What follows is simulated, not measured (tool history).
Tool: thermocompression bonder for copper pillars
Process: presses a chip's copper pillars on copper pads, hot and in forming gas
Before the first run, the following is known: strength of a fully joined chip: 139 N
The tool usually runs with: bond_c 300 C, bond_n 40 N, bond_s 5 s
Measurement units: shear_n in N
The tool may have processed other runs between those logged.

Run 1, hour 0: usual settings. Result: shear_n 75.7 N.
Run 2, hour 56.5: usual settings. Result: shear_n 75.5 N.
Run 3, hour 96.6: usual settings. Result: shear_n 74.7 N.
Run 4, hour 122.5: usual settings but bond_s 9 s. Result: shear_n 87.8 N.
Run 5, hour 178.6: usual settings but bond_s 9 s. Result: shear_n 87.7 N.
Run 6, hour 209.3: usual settings but bond_s 9 s. Result: shear_n 88.8 N.
At hour 226.5: forming gas filter changed.
Run 7, hour 235.5: usual settings but bond_s 9 s. Result: shear_n 91.3 N.
Run 8, hour 267.7: usual settings. Result: shear_n 76.6 N.
At hour 272.4: force cell calibrated.
At hour 279.3: heater calibrated with a thermocouple chip.
Run 9, hour 318.8: usual settings. Result: shear_n 86.3 N.
At hour 374.7: force cell calibrated, once more.
Run 10, hour 376.7: usual settings. Result: shear_n 78.5 N.
Run 11, hour 422.7: usual settings but bond_c 275 C, bond_n 29 N, bond_s 6 s. Result: shear_n 50 N.
Run 12, hour 478.1: usual settings but bond_n 26 N. Result: shear_n 55.7 N.
Run 13, hour 519.1: usual settings but bond_n 26 N. Result: shear_n 54.5 N.
Run 14, hour 561.2: usual settings but bond_c 314 C, bond_n 26 N. Result: shear_n 63.4 N.
Run 15, hour 597.1: usual settings but bond_s 14 s. Result: shear_n 102.1 N.
Run 16, hour 646.9: usual settings but bond_c 284 C, bond_n 38 N, bond_s 9 s. Result: shear_n 76.6 N.
Run 17, hour 675.9: usual settings but bond_c 284 C, bond_n 38 N, bond_s 9 s. Result: shear_n 75.6 N.
Run 18, hour 703.1: usual settings but bond_n 57 N. Result: shear_n 97.3 N.
Run 19, hour 738.9: usual settings but bond_n 37 N, bond_s 14 s. Result: shear_n 96.6 N.

Measured result minus the same run's result without the hidden state. Both carry the same run-to-run variation, though not necessarily the same gauge scatter:
What the log doesn't record here: true temperature of the bond over the reading, C; force that reaches the chip, % of what is set; oxide that the forming gas leaves, % of the face; drift of the gauge itself on shear_n, %.
run  shear_n
  1     -4.7
  2     -5.2
  3     -5.5
  4     -6.2
  5     -6.8
  6     -7.2
  7     -3.4
  8     -3.6
  9     +5.6
 10     -1.4
 11     -1.2
 12     -1.6
 13     -1.9
 14     -2.4
 15     -3.9
 16     -3.7
 17     -3.9
 18     -4.9
 19     -5.2
